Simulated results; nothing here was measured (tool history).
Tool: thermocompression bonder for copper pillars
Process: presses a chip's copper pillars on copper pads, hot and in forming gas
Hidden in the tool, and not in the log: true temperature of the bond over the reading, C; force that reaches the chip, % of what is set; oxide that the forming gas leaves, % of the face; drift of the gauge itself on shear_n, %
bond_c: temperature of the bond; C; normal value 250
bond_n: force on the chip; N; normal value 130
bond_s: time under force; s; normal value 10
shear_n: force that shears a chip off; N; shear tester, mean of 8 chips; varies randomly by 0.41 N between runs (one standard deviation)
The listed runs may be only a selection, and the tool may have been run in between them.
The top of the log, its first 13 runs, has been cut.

| run | day | bond_c | bond_n | bond_s | hours of work since the heater was calibrated | hours of work since the force cell was calibrated | hours of work since the gas filter was changed | shear_n |
|---|---|---|---|---|---|---|---|---|
| 14 | 6.296 | 250 | 130 | 10 | 160 | 636 | 236 | 44.5 |
| 15 | 6.742 | 250 | 130 | 20 | 167 | 643 | 243 | 57.2 |
| 16 | 7.146 | 250 | 130 | 17 | 173 | 649 | 250 | 53.1 |
| 17 | 7.721 | 272 | 130 | 6 | 182 | 658 | 258 | 48.9 |
| 18 | 8.312 | 272 | 130 | 6 | 191 | 668 | 268 | 49.2 |
|  | 8.371 | forming gas filter changed |
| 19 | 9.088 | 250 | 175 | 10 | 202 | 679 | 11 | 54 |
| 20 | 9.442 | 250 | 86 | 10 | 208 | 685 | 17 | 38.8 |
| 21 | 9.9 | 250 | 86 | 10 | 215 | 692 | 24 | 38.5 |
| 22 | 10.454 | 250 | 86 | 10 | 223 | 700 | 32 | 38.4 |
| 23 | 11.175 | 236 | 164 | 16 | 235 | 711 | 43 | 50.9 |

Expected results for the next run?
| 24 | 11.696 | 279 | 127 | 9 | 243 | 719 | 51 | ? |

shear_n: 63.9 N
If the tool had no hidden condition, the same run with the same run-to-run variation would have returned shear_n 65.2 N.
